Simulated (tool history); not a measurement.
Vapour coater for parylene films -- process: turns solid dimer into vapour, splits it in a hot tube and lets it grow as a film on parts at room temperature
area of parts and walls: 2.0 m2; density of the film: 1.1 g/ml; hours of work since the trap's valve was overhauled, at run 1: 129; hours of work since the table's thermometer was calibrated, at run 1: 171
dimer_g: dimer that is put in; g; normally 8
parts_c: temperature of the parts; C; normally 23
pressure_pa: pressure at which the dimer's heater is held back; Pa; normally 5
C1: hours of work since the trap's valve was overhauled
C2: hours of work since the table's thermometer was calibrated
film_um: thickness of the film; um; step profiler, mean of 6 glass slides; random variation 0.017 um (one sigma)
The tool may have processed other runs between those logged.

{"run": 1, "hour": 0.0, "dimer_g": 8, "parts_c": 23, "pressure_pa": 5, "C1": 129, "C2": 171, "film_um": 1.93}
{"run": 2, "hour": 13.3, "dimer_g": 11, "parts_c": 23, "pressure_pa": 5, "C1": 138, "C2": 180, "film_um": 2.65}
{"run": 3, "hour": 42.3, "dimer_g": 3, "parts_c": 23, "pressure_pa": 5, "C1": 157, "C2": 200, "film_um": 0.72}
{"run": 4, "hour": 70.1, "dimer_g": 8, "parts_c": 23, "pressure_pa": 5, "C1": 175, "C2": 218, "film_um": 1.92}
{"run": 5, "hour": 88.5, "dimer_g": 8, "parts_c": 23, "pressure_pa": 5, "C1": 188, "C2": 230, "film_um": 1.9}
{"run": 6, "hour": 109.8, "dimer_g": 8, "parts_c": 23, "pressure_pa": 5, "C1": 202, "C2": 244, "film_um": 1.91}
{"run": 7, "hour": 132.8, "dimer_g": 8, "parts_c": 17, "pressure_pa": 5, "C1": 217, "C2": 260, "film_um": 2.32}
{"run": 8, "hour": 148.1, "dimer_g": 8, "parts_c": 17, "pressure_pa": 5, "C1": 227, "C2": 270, "film_um": 2.33}
{"run": 9, "hour": 162.3, "dimer_g": 8, "parts_c": 17, "pressure_pa": 5, "C1": 237, "C2": 279, "film_um": 2.3}
{"run": 10, "hour": 184.2, "dimer_g": 8, "parts_c": 29, "pressure_pa": 5, "C1": 251, "C2": 294, "film_um": 1.53}
{"hour": 202.5, "done": "trap's valve overhauled"}
{"run": 11, "hour": 205.5, "dimer_g": 8, "parts_c": 29, "pressure_pa": 5, "C1": 2, "C2": 305, "film_um": 1.59}
{"run": 12, "hour": 228.5, "dimer_g": 8, "parts_c": 23, "pressure_pa": 5, "C1": 17, "C2": 321, "film_um": 1.99}
{"run": 13, "hour": 254.7, "dimer_g": 8, "parts_c": 23, "pressure_pa": 5, "C1": 35, "C2": 338, "film_um": 1.99}
{"run": 14, "hour": 274.7, "dimer_g": 8, "parts_c": 23, "pressure_pa": 5, "C1": 48, "C2": 351, "film_um": 1.92}
{"run": 15, "hour": 295.3, "dimer_g": 8, "parts_c": 23, "pressure_pa": 5, "C1": 62, "C2": 365, "film_um": 1.98}
{"run": 16, "hour": 324.1, "dimer_g": 8, "parts_c": 23, "pressure_pa": 5, "C1": 81, "C2": 384, "film_um": 1.95}
{"run": 17, "hour": 346.1, "dimer_g": 8, "parts_c": 23, "pressure_pa": 5, "C1": 95, "C2": 399, "film_um": 1.95}
{"run": 18, "hour": 360.0, "dimer_g": 3, "parts_c": 23, "pressure_pa": 5, "C1": 105, "C2": 408, "film_um": 0.72}
{"run": 19, "hour": 375.8, "dimer_g": 8, "parts_c": 23, "pressure_pa": 5, "C1": 115, "C2": 418, "film_um": 1.93}
{"run": 20, "hour": 397.4, "dimer_g": 8, "parts_c": 19, "pressure_pa": 5, "C1": 129, "C2": 433, "film_um": 2.19}
{"run": 21, "hour": 418.4, "dimer_g": 8, "parts_c": 19, "pressure_pa": 5, "C1": 143, "C2": 447, "film_um": 2.15}
{"run": 22, "hour": 436.7, "dimer_g": 8, "parts_c": 19, "pressure_pa": 5, "C1": 155, "C2": 459, "film_um": 2.22}
{"run": 23, "hour": 453.7, "dimer_g": 8, "parts_c": 19, "pressure_pa": 5, "C1": 167, "C2": 470, "film_um": 2.19}
{"run": 24, "hour": 473.8, "dimer_g": 4, "parts_c": 30, "pressure_pa": 8.84, "C1": 180, "C2": 483, "film_um": 0.71}
{"run": 25, "hour": 500.5, "dimer_g": 4, "parts_c": 30, "pressure_pa": 8.84, "C1": 198, "C2": 501, "film_um": 0.71}
{"run": 26, "hour": 517.7, "dimer_g": 4, "parts_c": 30, "pressure_pa": 8.84, "C1": 209, "C2": 513, "film_um": 0.69}
{"run": 27, "hour": 544.3, "dimer_g": 12, "parts_c": 30, "pressure_pa": 8.84, "C1": 227, "C2": 530, "film_um": 2.05}
{"run": 28, "hour": 556.7, "dimer_g": 4, "parts_c": 23, "pressure_pa": 7.05, "C1": 235, "C2": 538, "film_um": 0.9}
{"run": 29, "hour": 574.6, "dimer_g": 7, "parts_c": 33, "pressure_pa": 2.77, "C1": 247, "C2": 550, "film_um": 1.19}
{"run": 30, "hour": 588.6, "dimer_g": 3, "parts_c": 23, "pressure_pa": 5, "C1": 256, "C2": 560, "film_um": 0.7}
{"hour": 599.3, "done": "trap's valve overhauled"}
{"run": 31, "hour": 606.0, "dimer_g": 7, "parts_c": 18, "pressure_pa": 3.06, "C1": 4, "C2": 569, "film_um": 2.15}
{"run": 32, "hour": 620.8, "dimer_g": 7, "parts_c": 25, "pressure_pa": 10.61, "C1": 14, "C2": 578, "film_um": 1.49}
{"run": 33, "hour": 646.2, "dimer_g": 4, "parts_c": 28, "pressure_pa": 9.7, "C1": 31, "C2": 595, "film_um": 0.76}
{"run": 34, "hour": 660.4, "dimer_g": 4, "parts_c": 28, "pressure_pa": 9.7, "C1": 41, "C2": 605, "film_um": 0.76}
{"run": 35, "hour": 674.4, "dimer_g": 4, "parts_c": 28, "pressure_pa": 9.7, "C1": 50, "C2": 614, "film_um": 0.75}
{"run": 36, "hour": 703.7, "dimer_g": 11, "parts_c": 19, "pressure_pa": 9.7, "C1": 69, "C2": 633, "film_um": 2.88}
{"run": 37, "hour": 730.4, "dimer_g": 6, "parts_c": 15, "pressure_pa": 10.78, "C1": 87, "C2": 651, "film_um": 1.77}
{"run": 38, "hour": 746.4, "dimer_g": 6, "parts_c": 15, "pressure_pa": 10.78, "C1": 98, "C2": 662, "film_um": 1.77}
{"run": 39, "hour": 775.5, "dimer_g": 4, "parts_c": 32, "pressure_pa": 5, "C1": 117, "C2": 681, "film_um": 0.69}
{"run": 40, "hour": 791.9, "dimer_g": 12, "parts_c": 29, "pressure_pa": 2.34, "C1": 128, "C2": 692, "film_um": 2.46}
{"run": 41, "hour": 804.1, "dimer_g": 6, "parts_c": 23, "pressure_pa": 10.33, "C1": 136, "C2": 700, "film_um": 1.34}
{"run": 42, "hour": 821.9, "dimer_g": 9, "parts_c": 17, "pressure_pa": 3.21, "C1": 148, "C2": 712, "film_um": 2.71}
{"run": 43, "hour": 847.3, "dimer_g": 11, "parts_c": 34, "pressure_pa": 5, "C1": 165, "C2": 729, "film_um": 1.75}
{"run": 44, "hour": 873.2, "dimer_g": 12, "parts_c": 31, "pressure_pa": 3.15, "C1": 182, "C2": 746, "film_um": 2.22}
{"run": 45, "hour": 898.4, "dimer_g": 5, "parts_c": 28, "pressure_pa": 5.65, "C1": 199, "C2": 763, "film_um": 0.96}
{"run": 46, "hour": 921.9, "dimer_g": 5, "parts_c": 23, "pressure_pa": 9.65, "C1": 214, "C2": 778, "film_um": 1.11}

Forecast each of these 5 alternatives for the next run:
{"run": "A", "hour": 935.3, "dimer_g": 6, "parts_c": 23, "pressure_pa": 5, "C1": 223, "C2": 787, "film_um": "?"}
{"run": "B", "hour": 935.3, "dimer_g": 5, "parts_c": 25, "pressure_pa": 2.03, "C1": 223, "C2": 787, "film_um": "?"}
{"run": "C", "hour": 935.3, "dimer_g": 6, "parts_c": 18, "pressure_pa": 5.26, "C1": 223, "C2": 787, "film_um": "?"}
{"run": "D", "hour": 935.3, "dimer_g": 5, "parts_c": 25, "pressure_pa": 3.08, "C1": 223, "C2": 787, "film_um": "?"}
{"run": "E", "hour": 935.3, "dimer_g": 5, "parts_c": 19, "pressure_pa": 9.28, "C1": 223, "C2": 787, "film_um": "?"}

run=A film_um=1.39
run=B film_um=1.13
run=C film_um=1.66
run=D film_um=1.15
run=E film_um=1.29
What these runs would have given with no unlogged condition in the tool:
run=A film_um=1.51
run=B film_um=1.23
run=C film_um=1.8
run=D film_um=1.25
run=E film_um=1.4
